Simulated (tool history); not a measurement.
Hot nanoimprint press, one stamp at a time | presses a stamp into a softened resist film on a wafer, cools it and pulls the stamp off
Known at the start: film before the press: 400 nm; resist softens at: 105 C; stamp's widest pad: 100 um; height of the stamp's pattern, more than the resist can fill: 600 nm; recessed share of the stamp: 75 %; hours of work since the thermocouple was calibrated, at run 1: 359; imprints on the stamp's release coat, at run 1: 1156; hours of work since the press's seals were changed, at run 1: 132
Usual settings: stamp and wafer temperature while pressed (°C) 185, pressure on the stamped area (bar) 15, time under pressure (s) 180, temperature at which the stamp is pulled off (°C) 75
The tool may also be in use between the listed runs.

run	hour	stamp and wafer temperature while pressed (°C)	pressure on the stamped area (bar)	time under pressure (s)	temperature at which the stamp is pulled off (°C)	hours of work since the thermocouple was calibrated	imprints on the stamp's release coat	hours of work since the press's seals were changed	resist left under the stamp's widest pad (angstrom)	greatest force while the stamp is pulled off (N)
1	0	185	15	180	75	359	1156	132	2130	197
2	7	185	15	180	75	362	1169	135	2136	187
3	12.8	185	15	180	75	365	1180	138	2134	191
4	22.3	185	15	180	75	369	1198	142	2135	197
5	27.8	185	15	180	82	372	1209	145	2119	172
6	34.9	185	15	180	82	375	1222	148	2125	170
7	42.4	177	15	180	75	379	1237	152	2694	196
8	49.3	185	15	180	75	382	1250	155	2119	200
9	56.6	185	15	180	75	385	1264	158	2122	197
# hour 61.2: plate thermocouple calibrated
10	64.4	185	15	180	75	1	1273	160	2127	202
11	73.2	185	15	180	75	6	1290	164	2122	203
12	78.3	185	15	137	75	8	1300	167	2310	198
13	87.6	185	15	180	75	12	1317	171	2112	198
14	93.4	185	9.3	180	75	15	1329	174	2547	192
15	103.8	185	15	180	66	20	1348	179	2107	235
16	109.8	185	15	180	66	23	1360	181	2115	229
17	119.7	185	10.5	142	70	27	1379	186	2594	213
18	124.2	190	21.5	110	70	29	1388	188	1832	215
19	128.9	185	15	289	75	31	1396	190	1778	194
20	133.6	192	16	180	75	34	1405	192	1633	192
21	140	185	9.9	180	75	37	1418	195	2469	191
22	145.3	182	9.9	180	76	39	1428	198	2677	195
23	151.9	182	9.9	98	65	42	1440	201	3078	244
# hour 154.8: gauge calibrated
24	161.8	182	9.9	98	65	47	1459	206	3117	240
25	171.6	190	15	180	75	51	1478	210	1816	196
26	180.4	180	12.2	99	75	55	1495	214	3063	198
27	187.3	180	12.2	99	78	59	1508	217	3048	190
28	197.3	180	12.2	99	78	63	1527	222	3061	192
29	206	173	10.2	241	71	67	1544	226	3088	207

4 ways to go on from here, each from the tool as it stands after run 29. What would each give?
A	213.8	186	22.3	180	76	71	1559	230	?	?
B	213.8	173	13.1	98	71	71	1559	230	?	?
C	213.8	176	17.6	95	71	71	1559	230	?	?
D	213.8	173	16	241	72	71	1559	230	?	?

run	resist left under the stamp's widest pad (angstrom)	greatest force while the stamp is pulled off (N)
A	1727	194
B	3404	217
C	3049	206
D	2716	207
Without the tool's hidden state the same runs would have given:
run	resist left under the stamp's widest pad (angstrom)	greatest force while the stamp is pulled off (N)
A	1736	192
B	3423	215
C	3065	205
D	2731	205
